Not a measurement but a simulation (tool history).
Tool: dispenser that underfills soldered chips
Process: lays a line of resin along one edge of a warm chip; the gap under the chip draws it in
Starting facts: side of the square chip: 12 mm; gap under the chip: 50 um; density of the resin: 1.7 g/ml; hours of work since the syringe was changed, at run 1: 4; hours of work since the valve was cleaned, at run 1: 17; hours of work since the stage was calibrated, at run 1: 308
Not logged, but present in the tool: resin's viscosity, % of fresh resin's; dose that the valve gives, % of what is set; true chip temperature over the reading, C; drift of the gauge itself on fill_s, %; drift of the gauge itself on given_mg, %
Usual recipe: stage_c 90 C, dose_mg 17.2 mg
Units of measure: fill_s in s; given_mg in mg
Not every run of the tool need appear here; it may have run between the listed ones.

run,hour,stage_c,dose_mg,hours of work since the syringe was changed,hours of work since the valve was cleaned,hours of work since the stage was calibrated,fill_s,given_mg
1,0.0,90,17.2,4,17,308,223.7,17.02
# hour 1.2: new syringe of resin
# hour 8.2: new syringe of resin
2,11.6,90,17.2,3,26,316,203.1,16.93
# hour 15.6: new syringe of resin
3,20.0,90,17.2,4,32,323,213.9,16.84
# hour 23.0: new syringe of resin
# hour 29.9: new syringe of resin
4,30.5,90,21.6,1,40,331,182.7,21.09
5,36.3,90,21.6,5,45,335,216.5,21.04
# hour 37.4: new syringe of resin
# hour 40.8: dispensing valve cleaned and set on the balance
# hour 45.8: new syringe of resin
6,48.6,90,21.6,2,6,344,195.0,21.53
# hour 53.3: new syringe of resin
7,58.2,90,20.8,4,13,351,206.9,20.67
# hour 60.8: new syringe of resin
# hour 67.9: new syringe of resin
8,67.9,90,17.2,0,21,359,179.1,17.01
9,72.8,102,17.2,4,25,362,145.7,16.96
# hour 74.8: new syringe of resin
# hour 81.7: new syringe of resin
10,83.9,102,16.4,2,33,371,139.2,16.13
# hour 86.7: stage's temperature calibrated
# hour 90.1: new syringe of resin
11,90.6,102,16.4,0,37,3,140.4,16.08
# hour 97.1: new syringe of resin
12,97.1,102,16.4,0,42,8,136.3,16.00
# hour 104.3: new syringe of resin
# hour 105.3: dispensing valve cleaned and set on the balance
13,108.5,102,16.4,3,3,16,148.5,16.33
# hour 112.5: new syringe of resin
14,114.1,88,17.2,1,7,20,222.8,17.09
# hour 119.3: new syringe of resin
15,123.1,90,15.4,3,14,27,231.3,15.25
# hour 126.9: new syringe of resin
16,130.7,90,15.4,3,20,33,223.4,15.21
# hour 133.7: new syringe of resin
17,136.1,101,17.2,2,24,37,156.4,16.86
# hour 140.9: new syringe of resin
18,144.6,90,16.7,3,30,44,220.5,16.32
# hour 148.6: new syringe of resin
19,151.4,102,17.3,2,35,49,144.8,16.88
# hour 155.9: new syringe of resin
20,156.9,102,17.3,1,40,53,139.5,16.83
# hour 163.3: new syringe of resin
21,164.6,102,17.3,1,45,59,140.0,16.82
# hour 168.3: dispensing valve cleaned and set on the balance
# hour 171.1: new syringe of resin
22,171.7,84,19.7,0,2,63,235.9,19.65
23,177.2,85,16.8,5,7,68,279.7,16.72
# hour 178.3: new syringe of resin
24,183.1,103,17.0,4,11,72,151.5,16.86
# hour 185.6: new syringe of resin
25,191.2,98,20.1,4,18,79,177.8,19.84

For run 26, what comes out?
# hour 192.8: new syringe of resin
# hour 200.0: new syringe of resin
26,202.8,79,17.2,2,26,87,?,?

{"run 26": {"fill_s": 295.2, "given_mg": 16.95}}
Take away the tool's hidden state, keep the run-to-run variation as it was, and the same run would have given fill_s 277.7 s, given_mg 17.23 mg.
